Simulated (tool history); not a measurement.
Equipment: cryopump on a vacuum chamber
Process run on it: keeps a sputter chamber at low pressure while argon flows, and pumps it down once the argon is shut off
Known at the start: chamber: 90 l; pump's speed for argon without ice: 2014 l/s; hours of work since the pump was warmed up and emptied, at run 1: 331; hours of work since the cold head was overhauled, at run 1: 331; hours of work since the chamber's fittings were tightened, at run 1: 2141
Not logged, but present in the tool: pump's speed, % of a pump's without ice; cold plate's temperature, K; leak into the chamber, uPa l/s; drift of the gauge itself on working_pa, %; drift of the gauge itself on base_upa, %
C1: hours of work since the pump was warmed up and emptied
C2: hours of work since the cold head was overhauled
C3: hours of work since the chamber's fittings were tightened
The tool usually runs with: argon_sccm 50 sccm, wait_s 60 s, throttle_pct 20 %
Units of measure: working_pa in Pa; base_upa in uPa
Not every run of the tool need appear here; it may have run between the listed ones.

Run 1, hour 0.0: usual settings; C1 331; C2 331; C3 2141. Result: working_pa 0.2129 Pa, base_upa 2.07 uPa.
Run 2, hour 43.0: usual settings; C1 366; C2 366; C3 2176. Result: working_pa 0.2161 Pa, base_upa 2.13 uPa.
Run 3, hour 119.0: usual settings; C1 428; C2 428; C3 2238. Result: working_pa 0.2185 Pa, base_upa 2.21 uPa.
Run 4, hour 187.3: usual settings but wait_s 181 s; C1 484; C2 484; C3 2293. Result: working_pa 0.2201 Pa, base_upa 1.65 uPa.
Run 5, hour 262.9: usual settings but wait_s 181 s; C1 545; C2 545; C3 2355. Result: working_pa 0.2203 Pa, base_upa 1.77 uPa.
Run 6, hour 328.1: usual settings but wait_s 181 s; C1 599; C2 599; C3 2408. Result: working_pa 0.2221 Pa, base_upa 1.75 uPa.
Run 7, hour 380.0: usual settings; C1 641; C2 641; C3 2450. Result: working_pa 0.2224 Pa, base_upa 2.37 uPa.
At hour 391.4: pump warmed up, emptied and cooled again.
Run 8, hour 444.7: usual settings but argon_sccm 32 sccm, wait_s 106 s, throttle_pct 27 %; C1 43; C2 689; C3 2499. Result: working_pa 0.1003 Pa, base_upa 1.76 uPa.
Run 9, hour 516.8: usual settings but argon_sccm 32 sccm, wait_s 106 s, throttle_pct 27 %; C1 102; C2 748; C3 2558. Result: working_pa 0.1023 Pa, base_upa 1.76 uPa.
Run 10, hour 564.2: usual settings but argon_sccm 42 sccm, wait_s 106 s, throttle_pct 28 %; C1 141; C2 787; C3 2596. Result: working_pa 0.1281 Pa, base_upa 1.85 uPa.
Run 11, hour 614.5: usual settings but argon_sccm 42 sccm, wait_s 106 s, throttle_pct 28 %; C1 182; C2 828; C3 2637. Result: working_pa 0.1294 Pa, base_upa 1.87 uPa.
Run 12, hour 679.4: usual settings but argon_sccm 37 sccm, wait_s 149 s, throttle_pct 54 %; C1 235; C2 881; C3 2690. Result: working_pa 0.0604 Pa, base_upa 1.71 uPa.
Run 13, hour 763.8: usual settings but wait_s 34 s; C1 303; C2 949; C3 2759. Result: working_pa 0.2144 Pa, base_upa 3.08 uPa.
Run 14, hour 833.6: usual settings but wait_s 89 s, throttle_pct 16 %; C1 360; C2 1006; C3 2816. Result: working_pa 0.2692 Pa, base_upa 2.08 uPa.

5 options for the next run, each taken on its own from the tool as it stands now. Forecast them:
Run A, hour 897.2: usual settings but argon_sccm 32 sccm, wait_s 96 s, throttle_pct 36 %; C1 412; C2 1058; C3 2868. Result: working_pa ?, base_upa ?.
Run B, hour 897.2: usual settings but argon_sccm 25 sccm, wait_s 89 s, throttle_pct 16 %; C1 412; C2 1058; C3 2868. Result: working_pa ?, base_upa ?.
Run C, hour 897.2: usual settings but argon_sccm 39 sccm, wait_s 38 s, throttle_pct 28 %; C1 412; C2 1058; C3 2868. Result: working_pa ?, base_upa ?.
Run D, hour 897.2: usual settings but argon_sccm 72 sccm, wait_s 120 s, throttle_pct 36 %; C1 412; C2 1058; C3 2868. Result: working_pa ?, base_upa ?.
Run E, hour 897.2: usual settings but argon_sccm 30 sccm, wait_s 164 s; C1 412; C2 1058; C3 2868. Result: working_pa ?, base_upa ?.

run  working_pa  base_upa
  A      0.0801      2.24
  B      0.1352      2.11
  C      0.1231      2.89
  D      0.1793      2.08
  E      0.1295      1.94
Had the tool no hidden state, the same runs would have come out as:
run  working_pa  base_upa
  A      0.0750      0.73
  B      0.1312      0.67
  C      0.1169      1.44
  D      0.1679      0.58
  E      0.1248      0.47

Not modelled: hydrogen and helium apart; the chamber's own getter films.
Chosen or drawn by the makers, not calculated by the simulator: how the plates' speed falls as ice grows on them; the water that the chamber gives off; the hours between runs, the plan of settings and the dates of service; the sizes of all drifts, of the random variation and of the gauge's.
